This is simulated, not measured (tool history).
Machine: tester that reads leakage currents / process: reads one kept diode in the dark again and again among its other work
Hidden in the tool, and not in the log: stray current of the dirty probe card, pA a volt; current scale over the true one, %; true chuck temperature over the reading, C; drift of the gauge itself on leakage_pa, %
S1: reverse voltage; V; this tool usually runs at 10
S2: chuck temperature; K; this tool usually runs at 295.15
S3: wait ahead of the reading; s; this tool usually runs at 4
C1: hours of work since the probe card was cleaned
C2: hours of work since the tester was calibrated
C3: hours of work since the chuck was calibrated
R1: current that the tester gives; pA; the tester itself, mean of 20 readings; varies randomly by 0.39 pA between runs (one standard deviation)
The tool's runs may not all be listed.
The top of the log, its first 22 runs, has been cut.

run    hour    S1      S2    S3    C1    C2   C3       R1
 23  3914.6   4.9  295.15  2.07   260   159  690    83.51
     3965.6  -- chuck's temperature calibrated
 24  4137.8    10  305.15     4   406   305  114   282.09
 25  4295.1    10  305.15     4   510   409  218   275.14
 26  4463.5    10  305.15     4   621   520  329   269.92
 27  4673.3    10  305.15     4   760   659  468    262.3
 28  4790.5   2.8  298.15  6.53   837   736  545    86.06
 29  4896.1  16.9  294.15  2.82   907   806  615   140.27
     5063.5  -- chuck's temperature calibrated
 30    5124   9.1  305.15     4  1056   955   40   281.63
 31  5334.6   1.3  295.15  0.45  1196  1094  179       55
 32  5558.5   1.3  295.15  0.45  1344  1242  327    53.04
 33    5678   8.2  333.15  0.45  1422  1321  406  1796.45
 34  5793.8   8.2  333.15  0.45  1499  1398  483  1770.63
 35  5987.5   5.7  327.15  1.61  1627  1526  611   994.51
 36  6093.9   3.2  297.15  1.61  1697  1596  681    85.52
     6158.9  -- chuck's temperature calibrated
 37  6281.3   3.2  297.15  1.61  1820  1719   81    98.46

Forecast each of these 5 alternatives for the next run:
  A  6511.7   1.9  297.15  1.61  1972  1871  233   ?
  B  6511.7   6.5  306.15  1.33  1972  1871  233   ?
  C  6511.7  12.2  319.15   0.4  1972  1871  233   ?
  D  6511.7    10  295.15  2.55  1972  1871  233   ?
  E  6511.7    10  327.15     4  1972  1871  233   ?

run      R1
  A   75.55
  B  259.41
  C  876.21
  D  141.21
  E  1373.3
Had the tool no hidden state, the same runs would have come out as:
run       R1
  A    76.73
  B   262.58
  C   902.59
  D   130.28
  E  1430.61
